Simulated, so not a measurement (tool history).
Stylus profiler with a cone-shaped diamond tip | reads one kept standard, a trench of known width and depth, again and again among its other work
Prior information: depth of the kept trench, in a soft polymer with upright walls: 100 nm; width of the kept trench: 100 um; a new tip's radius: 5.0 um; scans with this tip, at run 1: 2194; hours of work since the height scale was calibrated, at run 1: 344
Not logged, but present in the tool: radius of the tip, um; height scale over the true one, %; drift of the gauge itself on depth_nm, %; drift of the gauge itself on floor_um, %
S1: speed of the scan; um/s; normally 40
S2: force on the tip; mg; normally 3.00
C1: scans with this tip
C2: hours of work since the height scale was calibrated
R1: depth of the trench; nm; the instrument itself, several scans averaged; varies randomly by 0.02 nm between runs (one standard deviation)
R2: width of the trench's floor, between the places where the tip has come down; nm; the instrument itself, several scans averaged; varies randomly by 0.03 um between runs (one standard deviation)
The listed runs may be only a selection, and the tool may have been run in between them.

run,hour,S1,S2,C1,C2,R1,R2
1,0.0,40,3.00,2194,344,100.93,97920
2,13.3,40,3.00,2236,351,100.94,97890
3,24.1,40,3.00,2271,356,100.90,97910
4,37.7,40,3.00,2314,363,100.90,97900
5,50.0,40,3.00,2353,369,100.90,97910
6,64.2,40,3.00,2398,376,100.91,97930
7,81.2,40,3.00,2452,384,100.90,97950
8,96.9,40,2.08,2502,392,100.74,97850
9,108.0,40,2.08,2537,398,100.73,97860
10,130.0,40,2.08,2607,409,100.71,97870
11,143.1,40,3.00,2648,415,100.92,97890
12,156.7,40,3.00,2692,422,100.87,97950
13,175.5,40,3.00,2751,431,100.91,97880
14,185.2,40,5.21,2782,436,101.32,97920
15,202.7,40,3.00,2837,445,100.92,97930
16,222.4,40,3.00,2900,455,100.93,97890
17,239.0,40,1.17,2952,463,100.50,97850
18,259.7,40,3.00,3018,473,100.89,97850
19,280.1,40,5.44,3083,483,101.36,97910
20,300.5,40,5.44,3147,493,101.37,97960
21,313.0,40,5.44,3187,500,101.38,97910
22,323.6,40,5.44,3221,505,101.37,97970
23,336.0,40,5.44,3260,511,101.37,97880
24,354.7,40,6.58,3319,520,101.57,97900
25,364.8,49,1.14,3351,525,100.51,97760
26,375.6,63,3.32,3386,531,100.98,97880
27,385.9,63,3.32,3419,536,100.96,97880
28,399.7,57,1.80,3462,543,100.70,97770
29,413.6,12,2.15,3506,550,100.75,98010
30,429.5,130,3.05,3557,558,100.94,97680
31,439.8,40,7.43,3590,563,101.68,97940
32,450.4,16,5.97,3623,568,101.43,98020
33,463.9,32,6.09,3666,575,101.47,97920
34,475.8,41,8.37,3704,581,101.82,97940
35,488.8,41,8.37,3745,587,101.82,97960
36,509.4,59,8.37,3810,597,101.83,97930
37,528.0,23,7.81,3869,607,101.76,97980
38,539.4,23,4.38,3905,612,101.16,97910
39,558.2,23,2.39,3965,622,100.77,97910
40,574.8,23,2.39,4018,630,100.80,97940
41,584.2,72,1.64,4048,635,100.63,97730
42,593.5,30,3.84,4077,639,101.08,97950
43,613.2,136,4.31,4140,649,101.19,97720
44,626.6,10,4.09,4182,656,101.15,97950
45,643.4,10,4.09,4235,664,101.17,97990
46,655.8,43,2.25,4275,670,100.78,97820

Branching from run 46: 4 alternative next runs. What would each branch give?
A,677.8,34,6.64,4344,681,?,?
B,677.8,123,2.25,4344,681,?,?
C,677.8,46,3.58,4344,681,?,?
D,677.8,34,2.11,4344,681,?,?

run,R1,R2
A,101.58,97940
B,100.71,97620
C,100.99,97890
D,100.73,97900
Without the tool's hidden state the same runs would have given:
run,R1,R2
A,101.58,97950
B,100.71,97620
C,100.99,97890
D,100.73,97910
